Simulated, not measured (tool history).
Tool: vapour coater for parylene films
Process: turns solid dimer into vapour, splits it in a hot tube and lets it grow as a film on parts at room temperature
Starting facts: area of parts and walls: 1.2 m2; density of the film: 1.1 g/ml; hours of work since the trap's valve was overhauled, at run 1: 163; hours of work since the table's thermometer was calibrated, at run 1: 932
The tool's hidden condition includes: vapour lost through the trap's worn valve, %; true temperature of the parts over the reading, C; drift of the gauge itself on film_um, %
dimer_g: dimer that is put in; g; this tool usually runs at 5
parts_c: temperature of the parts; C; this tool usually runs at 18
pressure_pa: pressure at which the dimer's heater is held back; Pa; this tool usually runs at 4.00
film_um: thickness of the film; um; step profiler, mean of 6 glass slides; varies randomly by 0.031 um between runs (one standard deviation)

| run | day | dimer_g | parts_c | pressure_pa | hours of work since the trap's valve was overhauled | hours of work since the table's thermometer was calibrated | film_um |
|---|---|---|---|---|---|---|---|
| 1 | 0.000 | 5 | 18 | 4.00 | 163 | 932 | 2.94 |
| 2 | 1.988 | 5 | 18 | 4.00 | 200 | 969 | 2.88 |
| 3 | 3.521 | 4 | 18 | 4.00 | 228 | 997 | 2.31 |
| 4 | 4.438 | 4 | 18 | 4.00 | 245 | 1014 | 2.32 |
| 5 | 5.712 | 5 | 18 | 4.00 | 268 | 1037 | 2.92 |
| 6 | 7.571 | 5 | 18 | 4.00 | 303 | 1071 | 2.87 |
| 7 | 8.858 | 8 | 18 | 4.00 | 326 | 1095 | 4.66 |
| 8 | 10.850 | 5 | 18 | 4.00 | 363 | 1132 | 2.80 |
| 9 | 12.038 | 5 | 18 | 4.00 | 385 | 1154 | 2.88 |
| 10 | 12.929 | 5 | 18 | 3.99 | 401 | 1170 | 2.82 |
| 11 | 14.671 | 5 | 18 | 3.99 | 433 | 1202 | 2.92 |
|  | 15.650 | trap's valve overhauled |
| 12 | 16.238 | 5 | 18 | 3.99 | 11 | 1228 | 2.89 |
| 13 | 17.425 | 5 | 18 | 4.00 | 33 | 1250 | 2.92 |
| 14 | 18.550 | 5 | 18 | 4.00 | 53 | 1270 | 2.91 |
| 15 | 20.288 | 5 | 18 | 4.00 | 85 | 1302 | 2.89 |
| 16 | 22.021 | 3 | 18 | 4.00 | 117 | 1334 | 1.76 |
| 17 | 23.625 | 3 | 18 | 4.00 | 147 | 1364 | 1.74 |
| 18 | 24.921 | 3 | 18 | 4.00 | 171 | 1388 | 1.76 |
| 19 | 26.129 | 5 | 28 | 4.00 | 193 | 1410 | 1.80 |
| 20 | 28.012 | 5 | 28 | 4.00 | 227 | 1444 | 1.83 |
| 21 | 28.967 | 5 | 18 | 2.72 | 245 | 1462 | 3.03 |
|  | 29.196 | table's thermometer calibrated |
| 22 | 30.375 | 5 | 18 | 2.72 | 270 | 22 | 3.05 |
| 23 | 31.283 | 5 | 18 | 2.72 | 287 | 38 | 3.10 |
| 24 | 33.154 | 5 | 18 | 2.72 | 321 | 73 | 3.06 |
| 25 | 34.825 | 3 | 19 | 5.03 | 352 | 104 | 1.61 |
| 26 | 36.412 | 3 | 19 | 5.03 | 381 | 133 | 1.62 |
| 27 | 37.471 | 3 | 11 | 10.87 | 401 | 152 | 2.07 |
| 28 | 38.446 | 3 | 11 | 10.87 | 419 | 170 | 2.09 |
|  | 40.179 | trap's valve overhauled |
| 29 | 40.279 | 8 | 17 | 9.64 | 2 | 201 | 4.32 |
| 30 | 41.317 | 5 | 11 | 10.23 | 21 | 220 | 3.55 |
| 31 | 42.158 | 4 | 11 | 2.65 | 36 | 235 | 2.93 |
| 32 | 44.133 | 8 | 20 | 4.92 | 73 | 272 | 4.07 |
| 33 | 45.079 | 3 | 27 | 2.90 | 90 | 289 | 1.18 |
| 34 | 45.983 | 8 | 10 | 10.49 | 107 | 306 | 6.02 |
| 35 | 46.992 | 8 | 10 | 10.49 | 125 | 324 | 5.83 |
| 36 | 48.429 | 5 | 20 | 4.00 | 152 | 351 | 2.68 |
| 37 | 50.379 | 7 | 25 | 4.98 | 188 | 387 | 2.84 |
| 38 | 52.325 | 5 | 11 | 7.38 | 223 | 422 | 3.69 |
| 39 | 53.946 | 4 | 12 | 10.50 | 253 | 452 | 2.71 |
| 40 | 54.850 | 4 | 12 | 10.50 | 270 | 469 | 2.72 |
| 41 | 56.292 | 5 | 29 | 4.00 | 296 | 495 | 1.70 |
| 42 | 57.379 | 3 | 18 | 6.29 | 317 | 516 | 1.65 |
| 43 | 58.300 | 7 | 18 | 2.94 | 333 | 532 | 4.27 |
| 44 | 59.542 | 5 | 18 | 2.72 | 356 | 555 | 3.09 |
| 45 | 60.929 | 5 | 20 | 2.72 | 382 | 581 | 2.81 |
| 46 | 61.917 | 5 | 20 | 2.72 | 400 | 599 | 2.81 |

Alternative continuations, all from the tool just after run 46; predict every row:
| A | 63.083 | 3 | 11 | 2.27 | 421 | 620 | ? |
| B | 63.083 | 5 | 24 | 4.00 | 421 | 620 | ? |
| C | 63.083 | 6 | 18 | 4.00 | 421 | 620 | ? |
| D | 63.083 | 5 | 18 | 2.09 | 421 | 620 | ? |
| E | 63.083 | 4 | 26 | 2.23 | 421 | 620 | ? |

| run | film_um |
|---|---|
| A | 2.20 |
| B | 2.19 |
| C | 3.46 |
| D | 3.12 |
| E | 1.68 |
The same runs, with their run-to-run variation unchanged, on a tool lacking any hidden condition would have given:
| run | film_um |
|---|---|
| A | 2.22 |
| B | 2.21 |
| C | 3.48 |
| D | 3.14 |
| E | 1.69 |
